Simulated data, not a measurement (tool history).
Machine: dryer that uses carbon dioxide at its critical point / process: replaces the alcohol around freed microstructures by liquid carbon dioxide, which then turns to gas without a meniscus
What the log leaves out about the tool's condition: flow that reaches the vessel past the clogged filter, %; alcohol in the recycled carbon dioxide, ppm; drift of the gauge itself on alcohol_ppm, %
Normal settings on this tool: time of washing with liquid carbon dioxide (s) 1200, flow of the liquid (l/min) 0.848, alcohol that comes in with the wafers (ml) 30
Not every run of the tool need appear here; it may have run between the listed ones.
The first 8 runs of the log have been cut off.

run,day,time of washing with liquid carbon dioxide (s),flow of the liquid (l/min),alcohol that comes in with the wafers (ml),hours of work since the filter was changed,hours of work since the purifier's bed was changed,alcohol left in the vessel before it's heated (ppm by volume)
9,4.042,1740,1.02,30,505,108,30
10,4.454,1740,1.02,30,509,112,17
11,5.017,1740,1.02,30,514,117,25
12,5.596,1740,1.02,30,520,123,15
13,5.971,1200,1.381,30,523,127,20
14,6.35,1200,1.381,30,527,130,22
# day 6.538: inlet filter changed
15,6.75,1200,1.381,30,2,134,14
16,7.104,1200,0.848,114,6,137,131
17,7.708,1200,0.848,43,11,143,67
18,8.3,840,0.848,43,17,149,328
19,8.938,840,0.848,43,24,155,316
20,9.379,1020,0.848,41,28,160,143
21,9.967,1200,0.848,90,34,165,129
22,10.3,1200,0.848,90,37,169,116
23,10.654,1200,0.848,48,40,172,75
24,10.992,1020,0.848,30,44,175,109
25,11.271,1560,0.598,32,46,178,93

Run 26 comes next. What will it give?
26,11.746,780,0.597,30,51,183,?

{"run 26": {"alcohol left in the vessel before it's heated (ppm by volume)": 1056}}
Without the tool's hidden state the same run would have given alcohol left in the vessel before it's heated (ppm by volume) 996.

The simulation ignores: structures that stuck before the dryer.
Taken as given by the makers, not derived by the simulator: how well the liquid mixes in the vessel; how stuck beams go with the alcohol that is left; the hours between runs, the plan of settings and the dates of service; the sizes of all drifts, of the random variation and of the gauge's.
